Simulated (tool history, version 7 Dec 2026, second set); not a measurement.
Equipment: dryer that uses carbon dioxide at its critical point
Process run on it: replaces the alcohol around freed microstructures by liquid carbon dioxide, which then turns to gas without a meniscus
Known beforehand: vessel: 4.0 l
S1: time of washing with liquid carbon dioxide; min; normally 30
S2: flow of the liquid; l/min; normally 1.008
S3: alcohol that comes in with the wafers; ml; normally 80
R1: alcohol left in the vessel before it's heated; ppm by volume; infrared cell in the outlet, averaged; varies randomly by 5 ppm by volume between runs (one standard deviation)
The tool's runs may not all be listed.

run 1 hour=0.0 | S1=30 S2=1.008 S3=80 | R1=47
run 2 hour=32.9 | S1=30 S2=0.800 S3=80 | R1=92
run 3 hour=70.6 | S1=30 S2=0.800 S3=80 | R1=95
run 4 hour=120.5 | S1=30 S2=0.800 S3=80 | R1=113
run 5 hour=154.4 | S1=30 S2=0.800 S3=80 | R1=114
run 6 hour=220.9 | S1=30 S2=0.800 S3=80 | R1=136
run 7 hour=279.4 | S1=30 S2=0.800 S3=80 | R1=152
run 8 hour=320.0 | S1=30 S2=0.800 S3=80 | R1=157
run 9 hour=364.9 | S1=39 S2=1.580 S3=80 | R1=42
run 10 hour=428.0 | S1=39 S2=1.580 S3=80 | R1=49
run 11 hour=482.1 | S1=38 S2=1.580 S3=48 | R1=59
run 12 hour=521.9 | S1=21 S2=1.040 S3=26 | R1=106
run 13 hour=582.5 | S1=21 S2=1.040 S3=26 | R1=118
run 14 hour=637.7 | S1=21 S2=1.040 S3=26 | R1=115
run 15 hour=675.0 | S1=37 S2=1.008 S3=80 | R1=83

Removed from this log: 2 entries logged between the listed runs. Between which two listed runs does each belong, and how does the tool's hidden state at the listed run before it compare with that at the listed run after it?
After run 1, before run 2: inlet filter changed (hour 9.1)
  flow that reaches the vessel past the clogged filter, %: 90 -> 99.1; alcohol in the recycled carbon dioxide, ppm: 18.6 -> 21
  measured result minus the result with no hidden state, R1: +31 -> +19 ppm by volume
After run 9, before run 10: inlet filter changed (hour 397.7)
  flow that reaches the vessel past the clogged filter, %: 89.8 -> 99.1; alcohol in the recycled carbon dioxide, ppm: 44.9 -> 49.5
  measured result minus the result with no hidden state, R1: +39 -> +45 ppm by volume
